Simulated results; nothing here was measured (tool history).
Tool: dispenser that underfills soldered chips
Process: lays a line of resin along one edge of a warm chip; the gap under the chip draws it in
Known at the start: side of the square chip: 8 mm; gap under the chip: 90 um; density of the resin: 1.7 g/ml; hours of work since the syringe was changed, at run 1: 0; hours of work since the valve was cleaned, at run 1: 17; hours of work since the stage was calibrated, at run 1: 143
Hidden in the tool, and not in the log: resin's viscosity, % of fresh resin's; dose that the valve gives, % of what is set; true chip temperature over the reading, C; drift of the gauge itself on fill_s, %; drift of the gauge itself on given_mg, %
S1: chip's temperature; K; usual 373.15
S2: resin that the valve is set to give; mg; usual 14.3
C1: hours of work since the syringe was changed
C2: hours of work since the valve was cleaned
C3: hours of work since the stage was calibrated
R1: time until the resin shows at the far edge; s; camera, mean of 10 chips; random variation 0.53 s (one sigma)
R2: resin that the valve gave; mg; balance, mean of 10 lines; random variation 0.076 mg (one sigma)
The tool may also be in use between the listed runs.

run 1 day=0 | S1=373.15 S2=14.3 | C1=0 C2=17 C3=143 | R1=42.7 R2=14.2
run 2 day=0.25 | S1=378.15 S2=14.3 | C1=4 C2=21 C3=147 | R1=43.4 R2=13.96
run 3 day=0.6 | S1=378.15 S2=14.3 | C1=10 C2=27 C3=153 | R1=54.7 R2=14.11
-- day=0.8 new syringe of resin
run 4 day=0.962 | S1=373.15 S2=15.5 | C1=3 C2=32 C3=158 | R1=48.2 R2=15.32
run 5 day=1.338 | S1=373.15 S2=12.4 | C1=9 C2=38 C3=164 | R1=65.9 R2=11.96
-- day=1.579 new syringe of resin
run 6 day=1.717 | S1=373.15 S2=12.4 | C1=2 C2=44 C3=170 | R1=49.2 R2=12
run 7 day=2.083 | S1=373.15 S2=12.4 | C1=8 C2=50 C3=176 | R1=63.7 R2=12.03
-- day=2.346 new syringe of resin
run 8 day=2.479 | S1=373.15 S2=14.3 | C1=2 C2=56 C3=182 | R1=47.8 R2=13.8
run 9 day=2.938 | S1=373.15 S2=14.3 | C1=9 C2=63 C3=189 | R1=65.7 R2=13.65
-- day=3.138 new syringe of resin
run 10 day=3.171 | S1=373.15 S2=14.3 | C1=1 C2=67 C3=193 | R1=43.6 R2=13.69
run 11 day=3.462 | S1=370.15 S2=14.3 | C1=5 C2=71 C3=197 | R1=58.5 R2=13.54
run 12 day=3.833 | S1=370.15 S2=14.3 | C1=11 C2=77 C3=203 | R1=75.5 R2=13.59
-- day=3.9 new syringe of resin
run 13 day=4.167 | S1=374.15 S2=14.3 | C1=4 C2=82 C3=208 | R1=48.6 R2=13.45
-- day=4.667 new syringe of resin
run 14 day=4.667 | S1=385.15 S2=15.5 | C1=0 C2=90 C3=216 | R1=29.7 R2=14.56
run 15 day=5 | S1=385.15 S2=15.5 | C1=5 C2=95 C3=221 | R1=37 R2=14.55
-- day=5.121 dispensing valve cleaned and set on the balance
run 16 day=5.288 | S1=385.15 S2=15.5 | C1=9 C2=3 C3=225 | R1=42.5 R2=15.39
-- day=5.5 new syringe of resin
run 17 day=5.571 | S1=385.15 S2=15.5 | C1=1 C2=7 C3=229 | R1=30.1 R2=15.28
run 18 day=5.788 | S1=387.15 S2=13.3 | C1=5 C2=10 C3=233 | R1=34.9 R2=13.08
-- day=6.262 new syringe of resin
run 19 day=6.267 | S1=373.15 S2=14.9 | C1=0 C2=18 C3=240 | R1=41.7 R2=14.62
run 20 day=6.658 | S1=373.15 S2=14.9 | C1=6 C2=24 C3=246 | R1=55.4 R2=14.72
run 21 day=6.996 | S1=388.15 S2=14.3 | C1=12 C2=29 C3=252 | R1=44 R2=13.91
-- day=7.05 new syringe of resin
run 22 day=7.321 | S1=364.15 S2=13.6 | C1=4 C2=34 C3=257 | R1=69.7 R2=13.24
run 23 day=7.788 | S1=364.15 S2=13.6 | C1=12 C2=42 C3=264 | R1=96.3 R2=13.07
-- day=7.833 new syringe of resin
run 24 day=8.267 | S1=364.15 S2=13.6 | C1=7 C2=49 C3=271 | R1=77.9 R2=13.05
-- day=8.612 new syringe of resin
run 25 day=8.617 | S1=366.15 S2=18.4 | C1=0 C2=54 C3=277 | R1=50.3 R2=17.56
run 26 day=8.838 | S1=378.15 S2=14 | C1=4 C2=58 C3=280 | R1=42.2 R2=13.42

Forecast each of these 4 alternatives for the next run:
run A day=9.171 | S1=367.15 S2=14.3 | C1=9 C2=63 C3=286 | R1=? R2=?
run B day=9.171 | S1=369.15 S2=14 | C1=9 C2=63 C3=286 | R1=? R2=?
run C day=9.171 | S1=358.15 S2=15.5 | C1=9 C2=63 C3=286 | R1=? R2=?
run D day=9.171 | S1=380.15 S2=12.5 | C1=9 C2=63 C3=286 | R1=? R2=?

run=A R1=76.9 R2=13.61
run=B R1=70.2 R2=13.2
run=C R1=102.1 R2=14.75
run=D R1=52.6 R2=11.84
Without the tool's hidden state the same runs would have given:
run=A R1=53.2 R2=14.31
run=B R1=48.3 R2=13.88
run=C R1=70.7 R2=15.5
run=D R1=36 R2=12.45
